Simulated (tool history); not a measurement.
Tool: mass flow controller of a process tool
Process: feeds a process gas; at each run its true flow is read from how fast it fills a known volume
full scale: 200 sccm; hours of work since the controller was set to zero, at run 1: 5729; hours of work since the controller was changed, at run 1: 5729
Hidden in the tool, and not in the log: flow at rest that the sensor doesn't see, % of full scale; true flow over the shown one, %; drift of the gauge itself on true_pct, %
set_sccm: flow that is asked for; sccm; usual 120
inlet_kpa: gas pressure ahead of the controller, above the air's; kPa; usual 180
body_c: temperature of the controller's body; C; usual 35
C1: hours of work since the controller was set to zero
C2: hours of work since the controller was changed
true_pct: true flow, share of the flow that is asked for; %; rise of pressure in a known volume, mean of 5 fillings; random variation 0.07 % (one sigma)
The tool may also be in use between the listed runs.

run 1 day=0 | set_sccm=120 inlet_kpa=180 body_c=35 | C1=5729 C2=5729 | true_pct=98.55
run 2 day=15.533 | set_sccm=120 inlet_kpa=180 body_c=24 | C1=5888 C2=5888 | true_pct=98.97
run 3 day=35.075 | set_sccm=120 inlet_kpa=180 body_c=24 | C1=6088 C2=6088 | true_pct=98.89
run 4 day=49.992 | set_sccm=120 inlet_kpa=180 body_c=24 | C1=6240 C2=6240 | true_pct=98.91
run 5 day=60.129 | set_sccm=120 inlet_kpa=180 body_c=24 | C1=6344 C2=6344 | true_pct=98.83
run 6 day=79.333 | set_sccm=120 inlet_kpa=180 body_c=24 | C1=6540 C2=6540 | true_pct=98.76
run 7 day=93.133 | set_sccm=120 inlet_kpa=180 body_c=24 | C1=6681 C2=6681 | true_pct=98.79
run 8 day=108.65 | set_sccm=120 inlet_kpa=180 body_c=35 | C1=6840 C2=6840 | true_pct=98.35
run 9 day=119.383 | set_sccm=120 inlet_kpa=208 body_c=35 | C1=6949 C2=6949 | true_pct=98.39
-- day=128.517 controller's zero set anew
run 10 day=129.275 | set_sccm=120 inlet_kpa=208 body_c=35 | C1=8 C2=7050 | true_pct=98.49
run 11 day=148.146 | set_sccm=120 inlet_kpa=208 body_c=35 | C1=201 C2=7243 | true_pct=98.55
run 12 day=158.008 | set_sccm=120 inlet_kpa=208 body_c=35 | C1=301 C2=7344 | true_pct=98.37
run 13 day=179.354 | set_sccm=120 inlet_kpa=208 body_c=35 | C1=520 C2=7562 | true_pct=98.35
run 14 day=195.817 | set_sccm=120 inlet_kpa=208 body_c=35 | C1=688 C2=7731 | true_pct=98.31
run 15 day=208.104 | set_sccm=120 inlet_kpa=180 body_c=35 | C1=814 C2=7856 | true_pct=98.17
run 16 day=223.683 | set_sccm=68 inlet_kpa=180 body_c=35 | C1=973 C2=8015 | true_pct=97.54
run 17 day=236.508 | set_sccm=120 inlet_kpa=180 body_c=35 | C1=1104 C2=8146 | true_pct=98.12
run 18 day=255.867 | set_sccm=120 inlet_kpa=180 body_c=35 | C1=1302 C2=8344 | true_pct=98.14
run 19 day=269.117 | set_sccm=120 inlet_kpa=248 body_c=35 | C1=1437 C2=8480 | true_pct=98.33
run 20 day=278.371 | set_sccm=120 inlet_kpa=248 body_c=35 | C1=1532 C2=8574 | true_pct=98.26
run 21 day=295.283 | set_sccm=120 inlet_kpa=180 body_c=35 | C1=1705 C2=8747 | true_pct=97.96
run 22 day=310.296 | set_sccm=120 inlet_kpa=180 body_c=35 | C1=1858 C2=8901 | true_pct=97.96
run 23 day=320.067 | set_sccm=56 inlet_kpa=180 body_c=35 | C1=1958 C2=9001 | true_pct=97.08
run 24 day=340.438 | set_sccm=56 inlet_kpa=180 body_c=35 | C1=2166 C2=9209 | true_pct=97.13
run 25 day=349.417 | set_sccm=121 inlet_kpa=180 body_c=24 | C1=2258 C2=9301 | true_pct=98.19
run 26 day=361.008 | set_sccm=120 inlet_kpa=226 body_c=31 | C1=2376 C2=9419 | true_pct=98.12
run 27 day=374.296 | set_sccm=169 inlet_kpa=275 body_c=31 | C1=2512 C2=9555 | true_pct=98.91
run 28 day=385.1 | set_sccm=169 inlet_kpa=275 body_c=31 | C1=2623 C2=9665 | true_pct=98.78
run 29 day=404.279 | set_sccm=169 inlet_kpa=275 body_c=31 | C1=2819 C2=9861 | true_pct=98.73
run 30 day=416.05 | set_sccm=57 inlet_kpa=155 body_c=35 | C1=2939 C2=9982 | true_pct=96.82
run 31 day=430.292 | set_sccm=57 inlet_kpa=155 body_c=35 | C1=3085 C2=10127 | true_pct=96.95
run 32 day=442.988 | set_sccm=67 inlet_kpa=198 body_c=32 | C1=3214 C2=10257 | true_pct=97.27
run 33 day=455.312 | set_sccm=67 inlet_kpa=198 body_c=25 | C1=3340 C2=10383 | true_pct=97.36
run 34 day=476.35 | set_sccm=67 inlet_kpa=198 body_c=25 | C1=3555 C2=10598 | true_pct=97.35
run 35 day=495.421 | set_sccm=67 inlet_kpa=221 body_c=20 | C1=3750 C2=10793 | true_pct=97.4
run 36 day=512.879 | set_sccm=67 inlet_kpa=221 body_c=20 | C1=3929 C2=10971 | true_pct=97.44
run 37 day=529.867 | set_sccm=63 inlet_kpa=209 body_c=21 | C1=4102 C2=11145 | true_pct=97.37
run 38 day=545.354 | set_sccm=62 inlet_kpa=156 body_c=32 | C1=4261 C2=11303 | true_pct=96.62
run 39 day=560.979 | set_sccm=77 inlet_kpa=145 body_c=31 | C1=4420 C2=11463 | true_pct=96.86
run 40 day=573.625 | set_sccm=77 inlet_kpa=145 body_c=31 | C1=4550 C2=11592 | true_pct=96.88
run 41 day=593.075 | set_sccm=26 inlet_kpa=163 body_c=35 | C1=4749 C2=11791 | true_pct=96
run 42 day=605.725 | set_sccm=22 inlet_kpa=154 body_c=36 | C1=4878 C2=11920 | true_pct=96.04
run 43 day=616.754 | set_sccm=22 inlet_kpa=154 body_c=36 | C1=4991 C2=12033 | true_pct=95.97
-- day=619.675 gauge calibrated
run 44 day=631.404 | set_sccm=120 inlet_kpa=195 body_c=35 | C1=5140 C2=12183 | true_pct=98.63
run 45 day=648.733 | set_sccm=120 inlet_kpa=195 body_c=35 | C1=5317 C2=12360 | true_pct=98.68
-- day=655.796 controller exchanged for a calibrated one
run 46 day=667.958 | set_sccm=73 inlet_kpa=180 body_c=35 | C1=124 C2=124 | true_pct=97.95
run 47 day=687.971 | set_sccm=120 inlet_kpa=180 body_c=27 | C1=329 C2=329 | true_pct=98.68
run 48 day=698.508 | set_sccm=157 inlet_kpa=200 body_c=29 | C1=437 C2=437 | true_pct=99.21

How the hidden state differs across the entries between the runs, from the last listed run before each to the first after it:
Between runs 9 and 10: controller's zero set anew (day 128.517)
  flow at rest that the sensor doesn't see, % of full scale: -0.006 -> 0; drift of the gauge itself on true_pct, %: -0.27 -> -0.29
  measured less the result without the state, true_pct: -0.28 -> -0.3 %
Between runs 43 and 44: gauge calibrated (day 619.675)
  drift of the gauge itself on true_pct, %: -1.4 -> -0.03
  measured less the result without the state, true_pct: -1.41 -> -0.04 %
Between runs 45 and 46: controller exchanged for a calibrated one (day 655.796)
  flow at rest that the sensor doesn't see, % of full scale: -0.005 -> 0; true flow over the shown one, %: -0.01 -> 0; drift of the gauge itself on true_pct, %: -0.07 -> -0.11
  measured less the result without the state, true_pct: -0.08 -> -0.11 %
